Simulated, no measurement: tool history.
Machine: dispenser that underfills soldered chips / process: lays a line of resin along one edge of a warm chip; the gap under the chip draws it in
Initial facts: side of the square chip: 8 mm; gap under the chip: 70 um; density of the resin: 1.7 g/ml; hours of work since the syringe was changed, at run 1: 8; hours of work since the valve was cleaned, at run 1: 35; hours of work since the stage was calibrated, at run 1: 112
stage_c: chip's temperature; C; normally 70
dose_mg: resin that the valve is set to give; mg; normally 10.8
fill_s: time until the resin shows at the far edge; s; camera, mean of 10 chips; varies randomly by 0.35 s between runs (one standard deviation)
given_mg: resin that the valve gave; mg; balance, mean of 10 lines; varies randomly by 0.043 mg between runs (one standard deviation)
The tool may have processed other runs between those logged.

| run | day | stage_c | dose_mg | hours of work since the syringe was changed | hours of work since the valve was cleaned | hours of work since the stage was calibrated | fill_s | given_mg |
|---|---|---|---|---|---|---|---|---|
| 1 | 0 | 70 | 10.8 | 8 | 35 | 112 | 26 | 10.46 |
|  | 0.171 | new syringe of resin |
| 2 | 0.592 | 70 | 10.8 | 7 | 45 | 122 | 26 | 10.39 |
|  | 0.812 | new syringe of resin |
| 3 | 1.179 | 77 | 10.8 | 6 | 54 | 131 | 19.1 | 10.29 |
|  | 1.438 | new syringe of resin |
| 4 | 1.625 | 77 | 10.8 | 3 | 61 | 138 | 16.9 | 10.29 |
|  | 1.854 | dispensing valve cleaned and set on the balance |
| 5 | 2.075 | 77 | 10.8 | 10 | 4 | 145 | 21.7 | 10.82 |
|  | 2.112 | new syringe of resin |
| 6 | 2.621 | 77 | 10.8 | 8 | 12 | 154 | 20.5 | 10.71 |
|  | 2.762 | new syringe of resin |
| 7 | 3.046 | 77 | 10.8 | 5 | 19 | 161 | 17.6 | 10.64 |
|  | 3.388 | new syringe of resin |
| 8 | 3.479 | 70 | 12.5 | 2 | 26 | 168 | 20.1 | 12.14 |
| 9 | 3.988 | 70 | 10 | 10 | 34 | 176 | 30.1 | 9.72 |
|  | 4.033 | new syringe of resin |
| 10 | 4.517 | 70 | 10.8 | 8 | 43 | 184 | 27 | 10.4 |
|  | 4.662 | new syringe of resin |
| 11 | 4.883 | 70 | 10.8 | 4 | 49 | 190 | 23.5 | 10.44 |
|  | 5.333 | new syringe of resin |
| 12 | 5.371 | 70 | 10.8 | 1 | 56 | 198 | 20.6 | 10.35 |
| 13 | 5.788 | 70 | 10.8 | 7 | 63 | 205 | 27.8 | 10.32 |
|  | 5.925 | dispensing valve cleaned and set on the balance |
|  | 6.046 | new syringe of resin |
| 14 | 6.475 | 70 | 10.8 | 7 | 9 | 215 | 26.4 | 10.63 |
|  | 6.712 | new syringe of resin |
| 15 | 7.071 | 70 | 10.8 | 6 | 18 | 225 | 24.9 | 10.66 |
|  | 7.346 | new syringe of resin |
| 16 | 7.725 | 71 | 10.8 | 6 | 29 | 235 | 24.1 | 10.54 |
|  | 7.967 | new syringe of resin |
| 17 | 8.388 | 71 | 10.8 | 7 | 39 | 246 | 24.8 | 10.5 |
|  | 8.625 | new syringe of resin |
| 18 | 8.712 | 71 | 10.8 | 1 | 45 | 251 | 19.8 | 10.42 |
|  | 9.25 | new syringe of resin |
| 19 | 9.25 | 62 | 10.8 | 0 | 53 | 259 | 28.6 | 10.34 |
| 20 | 9.546 | 62 | 10.8 | 5 | 58 | 264 | 33.9 | 10.28 |
|  | 9.875 | new syringe of resin |
|  | 9.962 | dispensing valve cleaned and set on the balance |
| 21 | 10.033 | 82 | 13.8 | 2 | 1 | 271 | 12.9 | 13.78 |
| 22 | 10.346 | 68 | 11.5 | 7 | 6 | 277 | 28.2 | 11.47 |
|  | 10.592 | new syringe of resin |
| 23 | 10.762 | 82 | 12.5 | 3 | 13 | 283 | 13.3 | 12.37 |
|  | 11.221 | new syringe of resin |
| 24 | 11.388 | 60 | 10.8 | 3 | 23 | 293 | 34.5 | 10.65 |
|  | 11.883 | new syringe of resin |
| 25 | 12.012 | 60 | 10.8 | 2 | 33 | 303 | 33.7 | 10.54 |
| 26 | 12.454 | 62 | 10.8 | 9 | 40 | 310 | 42.5 | 10.49 |
|  | 12.55 | new syringe of resin |
| 27 | 12.908 | 62 | 10.8 | 6 | 47 | 318 | 36 | 10.41 |
|  | 13.2 | new syringe of resin |
| 28 | 13.492 | 59 | 10.2 | 5 | 57 | 327 | 40.7 | 9.82 |
|  | 13.85 | new syringe of resin |
|  | 14.004 | dispensing valve cleaned and set on the balance |
| 29 | 14.179 | 59 | 10.2 | 5 | 3 | 337 | 39.7 | 10.26 |
|  | 14.55 | new syringe of resin |
| 30 | 14.742 | 56 | 13.3 | 3 | 12 | 346 | 40.7 | 13.27 |
|  | 15.188 | new syringe of resin |
| 31 | 15.346 | 56 | 13.3 | 3 | 22 | 356 | 39.7 | 13.13 |
| 32 | 15.646 | 70 | 12.4 | 8 | 26 | 361 | 26.6 | 12.11 |
|  | 15.842 | new syringe of resin |
| 33 | 16.167 | 70 | 12.4 | 5 | 35 | 369 | 24.9 | 12.06 |
|  | 16.517 | new syringe of resin |
| 34 | 16.533 | 68 | 12.4 | 0 | 41 | 375 | 21.8 | 12 |
| 35 | 16.879 | 74 | 10.4 | 6 | 46 | 381 | 22.6 | 10.11 |

Below are 4 alternative next runs, each starting from the tool's condition after run 35. Predict each:
|  | 17.142 | new syringe of resin |
| A | 17.446 | 82 | 12.4 | 5 | 55 | 390 | ? | ? |
|  | 17.142 | new syringe of resin |
| B | 17.446 | 55 | 10.8 | 5 | 55 | 390 | ? | ? |
|  | 17.142 | new syringe of resin |
| C | 17.446 | 65 | 13.7 | 5 | 55 | 390 | ? | ? |
|  | 17.142 | new syringe of resin |
| D | 17.446 | 60 | 13.9 | 5 | 55 | 390 | ? | ? |

| run | fill_s | given_mg |
|---|---|---|
| A | 15.1 | 11.85 |
| B | 49.5 | 10.43 |
| C | 30.9 | 13.2 |
| D | 37.5 | 13.34 |
The same runs, with their run-to-run variation unchanged, on a tool lacking any hidden condition would have given:
| run | fill_s | given_mg |
|---|---|---|
| A | 11.1 | 12.35 |
| B | 35.3 | 10.87 |
| C | 22.5 | 13.75 |
| D | 27.1 | 13.91 |
